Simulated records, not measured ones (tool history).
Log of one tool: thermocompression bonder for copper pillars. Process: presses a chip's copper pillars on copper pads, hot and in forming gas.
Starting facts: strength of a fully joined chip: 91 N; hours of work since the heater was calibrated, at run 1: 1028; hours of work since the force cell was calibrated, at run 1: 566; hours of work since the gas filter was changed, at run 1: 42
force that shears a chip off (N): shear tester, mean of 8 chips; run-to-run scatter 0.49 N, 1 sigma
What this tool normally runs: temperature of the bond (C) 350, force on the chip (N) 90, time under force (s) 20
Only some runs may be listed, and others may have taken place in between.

run	hour	temperature of the bond (C)	force on the chip (N)	time under force (s)	hours of work since the heater was calibrated	hours of work since the force cell was calibrated	hours of work since the gas filter was changed	force that shears a chip off (N)
1	0.0	350	90	20	1028	566	42	54.2
2	66.6	350	90	50	1068	606	82	67.6
3	123.9	350	90	20	1102	640	116	53.4
# hour 129.2: forming gas filter changed
4	191.1	350	90	20	1142	680	37	54.6
5	250.4	365	90	20	1177	715	72	61.9
6	305.7	365	90	20	1210	748	105	59.8

For run 7, what comes out?
# hour 330.0: forming gas filter changed
7	336.8	350	84	20	1228	766	4	?

For run 7 the tool returned force that shears a chip off (N) 52.5.
Had the tool carried no hidden state, the very same run would have given force that shears a chip off (N) 56.9.

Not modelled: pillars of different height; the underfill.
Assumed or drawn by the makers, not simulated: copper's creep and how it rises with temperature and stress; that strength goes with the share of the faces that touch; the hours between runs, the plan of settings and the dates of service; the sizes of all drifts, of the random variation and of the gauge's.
